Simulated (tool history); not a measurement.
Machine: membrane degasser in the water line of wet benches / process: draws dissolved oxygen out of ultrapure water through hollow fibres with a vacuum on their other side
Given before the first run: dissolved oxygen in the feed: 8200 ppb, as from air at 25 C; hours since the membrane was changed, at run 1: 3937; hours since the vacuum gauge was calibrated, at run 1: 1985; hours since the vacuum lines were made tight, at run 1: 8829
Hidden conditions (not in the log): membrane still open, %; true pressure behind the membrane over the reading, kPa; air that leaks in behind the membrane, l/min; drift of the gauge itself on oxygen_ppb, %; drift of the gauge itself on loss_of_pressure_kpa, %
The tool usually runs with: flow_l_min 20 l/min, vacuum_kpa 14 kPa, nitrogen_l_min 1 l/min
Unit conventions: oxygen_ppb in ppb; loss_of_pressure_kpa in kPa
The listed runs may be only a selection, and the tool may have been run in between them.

| run | day | flow_l_min | vacuum_kpa | nitrogen_l_min | hours since the membrane was changed | hours since the vacuum gauge was calibrated | hours since the vacuum lines were made tight | oxygen_ppb | loss_of_pressure_kpa |
|---|---|---|---|---|---|---|---|---|---|
| 1 | 0 | 20 | 14 | 1 | 3937 | 1985 | 8829 | 461.8 | 44.92 |
| 2 | 3.267 | 20 | 14 | 1.62 | 4015 | 2063 | 8907 | 305.3 | 44.81 |
| 3 | 6.3 | 20 | 14 | 1 | 4088 | 2136 | 8980 | 460.4 | 45.03 |
| 4 | 10.971 | 20 | 14 | 1 | 4200 | 2248 | 9092 | 460.7 | 44.73 |
| 5 | 15.7 | 20 | 14 | 1 | 4313 | 2361 | 9205 | 456.4 | 45.02 |
| 6 | 20.088 | 20 | 25.9 | 1 | 4419 | 2467 | 9311 | 908.6 | 44.96 |
| 7 | 24.879 | 20 | 25.9 | 1 | 4534 | 2582 | 9426 | 914.7 | 45.14 |
| 8 | 29.708 | 20 | 25.9 | 1 | 4650 | 2697 | 9542 | 916.9 | 44.82 |
| 9 | 35.604 | 20 | 14 | 1 | 4791 | 2839 | 9683 | 463.2 | 45.26 |
| 10 | 40.204 | 20 | 14 | 1 | 4902 | 2949 | 9793 | 462.2 | 44.92 |
| 11 | 43.821 | 20 | 14 | 1 | 4988 | 3036 | 9880 | 462.5 | 45.25 |
| 12 | 46.625 | 20 | 14 | 1 | 5056 | 3104 | 9948 | 463.3 | 45.19 |
| 13 | 52.25 | 20 | 14 | 1 | 5191 | 3238 | 10083 | 461.1 | 44.96 |
| 14 | 56.571 | 20 | 14 | 0.49 | 5294 | 3342 | 10186 | 818.1 | 44.93 |
| 15 | 60.883 | 26 | 14 | 0.49 | 5398 | 3446 | 10290 | 987.7 | 58.58 |
| 16 | 66.838 | 26 | 14 | 0.49 | 5541 | 3589 | 10433 | 990 | 58.64 |
| 17 | 71.562 | 18 | 14 | 1 | 5654 | 3702 | 10546 | 418.5 | 41 |
| 18 | 75.575 | 18 | 17.2 | 2.52 | 5750 | 3798 | 10642 | 236.5 | 40.86 |
| 19 | 80.358 | 20 | 8.8 | 1 | 5865 | 3913 | 10757 | 248.5 | 44.96 |
| 20 | 85.579 | 20 | 21.5 | 1 | 5990 | 4038 | 10882 | 755.4 | 45.48 |
| 21 | 89.367 | 20 | 21.5 | 1 | 6081 | 4129 | 10973 | 752.5 | 45.18 |
| 22 | 95.142 | 20 | 21.5 | 1 | 6220 | 4268 | 11112 | 754 | 44.97 |
| 23 | 99.121 | 14 | 25 | 0.74 | 6315 | 4363 | 11207 | 848.8 | 31.65 |
| 24 | 103.092 | 15 | 11.2 | 0.59 | 6411 | 4459 | 11303 | 420.9 | 33.75 |
|  | 106.846 | seals of the vacuum lines changed |
| 25 | 107.646 | 14 | 30.2 | 0.6 | 6518 | 4566 | 19 | 1212 | 31.59 |
| 26 | 113.725 | 31 | 15 | 1.82 | 6664 | 4712 | 165 | 459 | 69.98 |
| 27 | 119.617 | 16 | 14 | 1 | 6805 | 4853 | 307 | 381.2 | 36.04 |
| 28 | 123.433 | 27 | 15.2 | 1.4 | 6897 | 4945 | 398 | 507.1 | 61.29 |
| 29 | 126.288 | 27 | 15.2 | 1.4 | 6966 | 5013 | 467 | 504.8 | 61 |
| 30 | 131.104 | 27 | 15.2 | 1.4 | 7081 | 5129 | 582 | 501.4 | 60.81 |
| 31 | 137.05 | 21 | 14.3 | 2.18 | 7224 | 5272 | 725 | 252.2 | 47.24 |
| 32 | 140.779 | 14 | 28.2 | 1.34 | 7313 | 5361 | 814 | 572.7 | 31.6 |
| 33 | 143.354 | 30 | 12.8 | 1.54 | 7375 | 5423 | 876 | 421.5 | 68.04 |

Consider 3 possible next runs. They are alternatives, not a sequence: every one starts from the tool as it was left by run 33. What does each give?
| A | 146.912 | 20 | 14 | 1.62 | 7461 | 5508 | 962 | ? | ? |
| B | 146.912 | 20 | 17.8 | 1 | 7461 | 5508 | 962 | ? | ? |
| C | 146.912 | 25 | 15.2 | 0.91 | 7461 | 5508 | 962 | ? | ? |

| run | oxygen_ppb | loss_of_pressure_kpa |
|---|---|---|
| A | 303.8 | 45.15 |
| B | 614.5 | 45.1 |
| C | 668.2 | 56.3 |
Without the tool's unlogged condition, the same runs would have read:
| run | oxygen_ppb | loss_of_pressure_kpa |
|---|---|---|
| A | 303.3 | 45.09 |
| B | 613.9 | 45.04 |
| C | 667.5 | 56.22 |
